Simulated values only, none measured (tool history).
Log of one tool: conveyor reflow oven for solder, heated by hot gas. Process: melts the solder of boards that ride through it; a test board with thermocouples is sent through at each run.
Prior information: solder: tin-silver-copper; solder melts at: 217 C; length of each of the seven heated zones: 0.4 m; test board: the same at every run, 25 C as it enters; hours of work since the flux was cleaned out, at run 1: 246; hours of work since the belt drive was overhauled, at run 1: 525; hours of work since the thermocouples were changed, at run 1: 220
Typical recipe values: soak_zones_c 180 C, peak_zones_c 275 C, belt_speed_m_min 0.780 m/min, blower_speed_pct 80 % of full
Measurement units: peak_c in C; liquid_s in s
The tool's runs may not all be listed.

run   hour  soak_zones_c  peak_zones_c  belt_speed_m_min  blower_speed_pct  hours of work since the flux was cleaned out  hours of work since the belt drive was overhauled  hours of work since the thermocouples were changed  peak_c  liquid_s
  1    0.0           180           275             0.780                80                                           246                                                525                                                 220   261.7      53.6
  2   12.0           180           275             0.780                80                                           253                                                531                                                 226   261.7      53.6
  3   23.5           180           275             0.780                80                                           258                                                537                                                 232   262.1      53.5
  4   29.1           180           275             0.780                80                                           261                                                540                                                 235   261.2      53.5
  5   39.2           180           275             0.780                80                                           267                                                545                                                 240   261.4      53.7
      53.1  -- flux residue cleaned out of gas plates and filters
  6   54.9           180           275             0.780                80                                             1                                                550                                                 246   263.3      54.3
  7   61.3           180           275             0.780                80                                             4                                                554                                                 249   263.2      54.5
  8   69.3           180           275             0.780                80                                             8                                                558                                                 253   263.3      54.2
  9   76.3           180           275             0.780                80                                            12                                                561                                                 257   263.2      54.3
 10   86.3           180           275             0.780                80                                            17                                                566                                                 262   263.0      54.4
 11   92.2           179           273             0.691                80                                            20                                                570                                                 265   264.0      62.0
 12  102.4           166           273             0.830                83                                            25                                                575                                                 270   258.0      45.2
     107.1  -- belt drive overhauled, speed set with a stopwatch
 13  113.9           180           283             0.780                59                                            29                                                  4                                                 274   266.6      55.4
 14  126.5           191           273             0.628                59                                            36                                                 10                                                 281   264.2      72.7
 15  135.7           166           275             0.780                63                                            40                                                 15                                                 286   258.4      48.0
 16  141.3           180           275             0.780                85                                            43                                                 18                                                 288   263.4      54.7
 17  153.6           171           275             0.756                85                                            50                                                 24                                                 295   263.3      53.8

Below are 5 alternative next runs, each starting from the tool's condition after run 17. Predict each:
  A  161.7           186           275             0.780                80                                            54                                                 28                                                 299       ?         ?
  B  161.7           176           275             0.756                85                                            54                                                 28                                                 299       ?         ?
  C  161.7           171           274             0.756                85                                            54                                                 28                                                 299       ?         ?
  D  161.7           180           279             0.791                80                                            54                                                 28                                                 299       ?         ?
  E  161.7           171           276             0.756                59                                            54                                                 28                                                 299       ?         ?

run  peak_c  liquid_s
  A   263.6      56.5
  B   263.7      55.4
  C   262.4      53.4
  D   266.6      54.6
  E   259.4      51.6
Without the tool's unlogged condition, the same runs would have read:
run  peak_c  liquid_s
  A   264.4      56.0
  B   264.6      54.9
  C   263.3      53.0
  D   267.5      54.1
  E   260.1      51.2

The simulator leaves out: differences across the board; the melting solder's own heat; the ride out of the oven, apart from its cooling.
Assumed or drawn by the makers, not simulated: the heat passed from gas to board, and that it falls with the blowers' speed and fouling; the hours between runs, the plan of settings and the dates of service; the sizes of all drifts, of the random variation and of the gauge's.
